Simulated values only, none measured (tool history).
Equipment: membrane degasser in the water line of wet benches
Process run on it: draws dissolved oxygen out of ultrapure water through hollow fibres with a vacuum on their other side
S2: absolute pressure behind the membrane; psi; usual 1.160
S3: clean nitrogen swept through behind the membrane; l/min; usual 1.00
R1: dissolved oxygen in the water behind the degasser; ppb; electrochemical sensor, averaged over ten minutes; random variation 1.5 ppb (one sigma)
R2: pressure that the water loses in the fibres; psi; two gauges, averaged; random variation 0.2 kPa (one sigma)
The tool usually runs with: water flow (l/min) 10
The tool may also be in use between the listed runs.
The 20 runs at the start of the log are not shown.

{"run": 21, "day": 57.458, "water flow (l/min)": 13, "S2": 2.616, "S3": 2.16, "R1": 318.1, "R2": 7.939}
{"run": 22, "day": 60.017, "water flow (l/min)": 13, "S2": 2.616, "S3": 2.16, "R1": 319.0, "R2": 7.902}
{"run": 23, "day": 63.262, "water flow (l/min)": 13, "S2": 2.616, "S3": 2.16, "R1": 316.4, "R2": 7.902}
{"run": 24, "day": 66.35, "water flow (l/min)": 13, "S2": 2.616, "S3": 2.16, "R1": 313.8, "R2": 7.926}
{"run": 25, "day": 70.288, "water flow (l/min)": 9, "S2": 0.744, "S3": 1.0, "R1": 64.9, "R2": 5.437}
{"run": 26, "day": 73.542, "water flow (l/min)": 10, "S2": 0.772, "S3": 0.45, "R1": 142.8, "R2": 6.152}
{"day": 77.229, "done": "vacuum gauge calibrated"}
{"run": 27, "day": 78.054, "water flow (l/min)": 8, "S2": 1.574, "S3": 0.52, "R1": 275.6, "R2": 4.85}
{"run": 28, "day": 80.608, "water flow (l/min)": 15, "S2": 1.574, "S3": 0.52, "R1": 608.0, "R2": 9.097}
{"run": 29, "day": 83.358, "water flow (l/min)": 15, "S2": 1.574, "S3": 0.52, "R1": 601.2, "R2": 9.114}
{"run": 30, "day": 87.096, "water flow (l/min)": 15, "S2": 1.574, "S3": 1.59, "R1": 343.2, "R2": 9.114}
{"run": 31, "day": 91.258, "water flow (l/min)": 8, "S2": 1.574, "S3": 1.59, "R1": 105.5, "R2": 4.876}

Predict each of these 5 candidate next runs independently; none follows another, all start after run 31:
{"run": "A", "day": 95.238, "water flow (l/min)": 10, "S2": 1.343, "S3": 2.85, "R1": "?", "R2": "?"}
{"run": "B", "day": 95.238, "water flow (l/min)": 7, "S2": 1.607, "S3": 2.49, "R1": "?", "R2": "?"}
{"run": "C", "day": 95.238, "water flow (l/min)": 8, "S2": 1.15, "S3": 2.1, "R1": "?", "R2": "?"}
{"run": "D", "day": 95.238, "water flow (l/min)": 15, "S2": 1.574, "S3": 1.59, "R1": "?", "R2": "?"}
{"run": "E", "day": 95.238, "water flow (l/min)": 10, "S2": 2.708, "S3": 1.0, "R1": "?", "R2": "?"}

run=A R1=91.0 R2=6.073
run=B R1=62.1 R2=4.219
run=C R1=56.7 R2=4.915
run=D R1=339.9 R2=9.116
run=E R1=386.4 R2=6.100
What these runs would have given with no unlogged condition in the tool:
run=A R1=90.7 R2=6.068
run=B R1=62.0 R2=4.216
run=C R1=56.5 R2=4.911
run=D R1=339.3 R2=9.108
run=E R1=386.0 R2=6.096
